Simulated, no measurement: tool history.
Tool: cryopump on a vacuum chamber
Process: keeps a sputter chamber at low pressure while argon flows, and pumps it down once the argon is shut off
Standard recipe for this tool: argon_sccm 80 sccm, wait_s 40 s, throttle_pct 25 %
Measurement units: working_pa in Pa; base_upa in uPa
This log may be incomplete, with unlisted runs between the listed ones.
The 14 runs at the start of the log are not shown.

run   hour  argon_sccm  wait_s  throttle_pct  hours of work since the pump was warmed up and emptied  hours of work since the cold head was overhauled  hours of work since the chamber's fittings were tightened  working_pa  base_upa
 15  454.3          80     289            25                                                     753                                               753                                                        310      0.2892      0.78
 16  484.3          60      40            25                                                     769                                               769                                                        327      0.2151      1.52
 17  529.5          38      40            25                                                     793                                               793                                                        351      0.1341      1.56
 18  575.0          38      40            25                                                     818                                               818                                                        376      0.1376      1.63
 19  610.0         158      72            25                                                     837                                               837                                                        395      0.5688      1.29
 20  633.9          44      72            25                                                     850                                               850                                                        408      0.1590      1.31
 21  655.2          44      72            25                                                     862                                               862                                                        419      0.1591      1.30
 22  682.6         105     119            35                                                     877                                               877                                                        434      0.2780      1.19
 23  721.0          80      40            33                                                     897                                               897                                                        455      0.2242      1.79
 24  760.7          80      40            33                                                     919                                               919                                                        477      0.2233      1.75

What does the tool deliver on the next run?
     772.5  -- pump warmed up, emptied and cooled again
 25  797.0          32      79            30                                                      13                                               936                                                        494           ?         ?

{"run 25": {"working_pa": 0.0915, "base_upa": 1.23}}
With no hidden state in the tool, this same run would have given working_pa 0.0911 Pa, base_upa 0.59 uPa.
